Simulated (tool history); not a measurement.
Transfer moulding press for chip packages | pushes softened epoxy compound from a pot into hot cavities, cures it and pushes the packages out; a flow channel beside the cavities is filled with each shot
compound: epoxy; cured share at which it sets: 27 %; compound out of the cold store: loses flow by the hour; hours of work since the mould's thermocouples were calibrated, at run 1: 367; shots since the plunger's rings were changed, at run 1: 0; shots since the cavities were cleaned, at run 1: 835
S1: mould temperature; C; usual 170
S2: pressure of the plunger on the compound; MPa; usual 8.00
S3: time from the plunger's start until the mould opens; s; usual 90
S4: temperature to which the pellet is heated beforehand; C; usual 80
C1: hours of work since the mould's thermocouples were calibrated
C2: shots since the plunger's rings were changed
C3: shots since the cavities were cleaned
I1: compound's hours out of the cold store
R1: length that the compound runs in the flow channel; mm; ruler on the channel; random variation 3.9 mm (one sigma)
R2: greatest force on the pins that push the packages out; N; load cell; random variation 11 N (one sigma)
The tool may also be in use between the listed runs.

run   hour   S1    S2   S3  S4   C1    C2   C3    I1    R1    R2
  1    0.0  170  8.00   90  80  367     0  835  29.1   923  1042
       6.8  -- cavities cleaned with cleaning compound and waxed
      37.9  -- mould's thermocouples calibrated
  2   39.0  170  8.00   90  80    1   483  412  41.5   871  1167
  3   69.6  170  8.00   90  80   22   900  829  17.7   969  1144
      79.9  -- cavities cleaned with cleaning compound and waxed
  4  101.6  170  8.00   90  80   42  1316  295  30.9   914   848
     123.3  -- cavities cleaned with cleaning compound and waxed, once more
  5  123.3  170  8.00   90  80   56  1592    0  29.5   916   512
  6  145.1  170  6.33   90  80   71  1889  297  17.6   855   866
  7  164.6  170  8.00   90  80   84  2155  563  47.4   832   980
     191.3  -- cavities cleaned with cleaning compound and waxed
  8  191.3  175  8.00   90  80  102  2499    0  28.9   885   453
  9  210.2  175  8.00   90  80  114  2755  256  32.3   876   715
 10  227.8  175  8.00   90  80  126  2995  496  47.2   814   847
 11  254.8  170  8.58   90  80  145  3364  865  28.2   931  1050
     261.5  -- cavities cleaned with cleaning compound and waxed
     284.1  -- plunger's sealing rings changed
 12  285.6  170  8.00   90  80  163    20  295  13.8   998   864
 13  313.7  171  6.23   90  78  182   404  679  22.1   843   991
     333.2  -- cavities cleaned with cleaning compound and waxed
 14  340.5  178  8.48  113  76  200   748   99  41.9   869   547
 15  357.7  167  8.97  127  72  211   983  334  19.7  1038   752
 16  373.1  172  6.09  127  74  222  1193  544  18.6   831   818
     401.3  -- cavities cleaned with cleaning compound and waxed
 17  401.3  172  7.33   80  75  240  1557    0  33.7   853   552
 18  431.2  172  7.33   80  75  260  1964  407  33.1   852  1021
 19  458.7  170  7.34   90  70  279  2339  782  16.8   924  1077
     470.8  -- cavities cleaned with cleaning compound and waxed
 20  480.6  170  8.00  116  90  293  2618  135  37.4   877   586
 21  503.4  178  8.00  100  76  309  2928  445  42.5   821   797
 22  535.3  178  9.99  100  86  330  3364  881   8.1  1082   901
     540.0  -- cavities cleaned with cleaning compound and waxed
     565.8  -- plunger's sealing rings changed
 23  568.1  177  8.10  100  87  350    31  348  17.8   950   722

4 ways to go on from here, each from the tool as it stands after run 23. What would each give?
  A  602.0  173  8.10   92  76  373  494  811   8.2   ?   ?
  B  602.0  162  8.00  114  72  373  494  811  14.5   ?   ?
  C  602.0  171  8.00   90  89  373  494  811  39.3   ?   ?
  D  602.0  178  8.00   90  80  373  494  811  13.3   ?   ?

run    R1    R2
  A  1014   982
  B  1033  1213
  C   871  1036
  D   966   904
Without the tool's hidden state the same runs would have given:
run    R1   R2
  A  1015  463
  B  1034  562
  C   873  496
  D   968  430

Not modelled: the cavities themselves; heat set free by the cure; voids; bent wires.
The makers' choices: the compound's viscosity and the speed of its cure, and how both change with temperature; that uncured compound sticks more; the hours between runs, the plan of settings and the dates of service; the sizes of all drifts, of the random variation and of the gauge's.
